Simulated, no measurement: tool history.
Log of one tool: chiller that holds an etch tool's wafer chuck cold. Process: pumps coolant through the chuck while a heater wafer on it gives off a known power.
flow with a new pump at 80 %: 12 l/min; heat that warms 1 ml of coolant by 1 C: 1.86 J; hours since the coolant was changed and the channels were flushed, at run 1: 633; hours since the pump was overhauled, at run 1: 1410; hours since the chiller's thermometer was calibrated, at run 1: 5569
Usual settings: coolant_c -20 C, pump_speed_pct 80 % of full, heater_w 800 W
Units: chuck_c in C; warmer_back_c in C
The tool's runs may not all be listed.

run,hour,coolant_c,pump_speed_pct,heater_w,hours since the coolant was changed and the channels were flushed,hours since the pump was overhauled,hours since the chiller's thermometer was calibrated,chuck_c,warmer_back_c
1,0.0,-20,80,800,633,1410,5569,-15.5,2.21
2,181.3,-20,80,800,815,1592,5750,-15.4,2.22
# hour 279.1: chiller's thermometer calibrated
3,326.2,-20,80,483,958,1736,47,-16.8,1.39
4,493.0,-20,80,800,1125,1903,214,-14.7,2.26
5,679.1,-20,80,800,1311,2089,400,-14.7,2.30
6,865.5,-20,80,1036,1498,2275,586,-13.1,2.96
7,988.1,-20,80,1036,1620,2398,709,-13.0,3.03
8,1116.4,-20,80,1036,1749,2526,837,-13.0,3.00
9,1280.3,-20,80,1036,1913,2690,1001,-13.0,3.02
10,1359.7,-20,80,800,1992,2769,1081,-14.6,2.32
11,1510.6,-20,80,800,2143,2920,1232,-14.4,2.38
12,1587.5,-20,80,800,2220,2997,1308,-14.6,2.32
13,1709.2,-20,80,800,2341,3119,1430,-14.4,2.33
14,1812.5,-20,80,800,2445,3222,1533,-14.6,2.35
15,1900.4,-20,80,665,2533,3310,1621,-15.5,2.02
16,2017.4,-22,71,948,2650,3427,1738,-14.8,3.19
17,2106.8,-19,67,421,2739,3516,1828,-15.8,1.52
18,2247.0,-19,67,421,2879,3656,1968,-15.8,1.54
19,2373.4,-19,67,488,3006,3783,2094,-15.0,1.76
20,2449.8,-20,80,1016,3082,3859,2171,-12.7,3.01
21,2616.2,-17,94,1079,3248,4026,2337,-10.2,2.76
22,2713.5,-21,69,710,3346,4123,2434,-15.3,2.48
23,2871.9,-21,69,710,3504,4281,2593,-15.3,2.50
24,2981.9,-20,75,695,3614,4391,2703,-14.9,2.29
25,3107.0,-20,75,695,3739,4516,2828,-14.9,2.32
26,3293.7,-20,75,695,3926,4703,3015,-14.7,2.30
27,3473.4,-20,75,695,4106,4883,3194,-14.8,2.32
28,3655.4,-20,73,800,4288,5065,3376,-13.7,2.75
29,3801.1,-20,73,800,4433,5211,3522,-13.7,2.71
30,3933.5,-20,92,800,4566,5343,3654,-14.8,2.17

Hidden state at the last listed run before each entry between runs and at the first one after, where it differs:
Between runs 2 and 3: chiller's thermometer calibrated (hour 279.1)
  heat passed by the chuck's channels, % of clean ones': 97 -> 96.4; flow at a given pump speed, % of a new pump's: 96 -> 95.6; coolant's true temperature over the reading, C: -0.68 -> -0.01
  measured less the result without the state, chuck_c: -0.4 -> +0.2 C; warmer_back_c: +0.09 -> +0.06 C
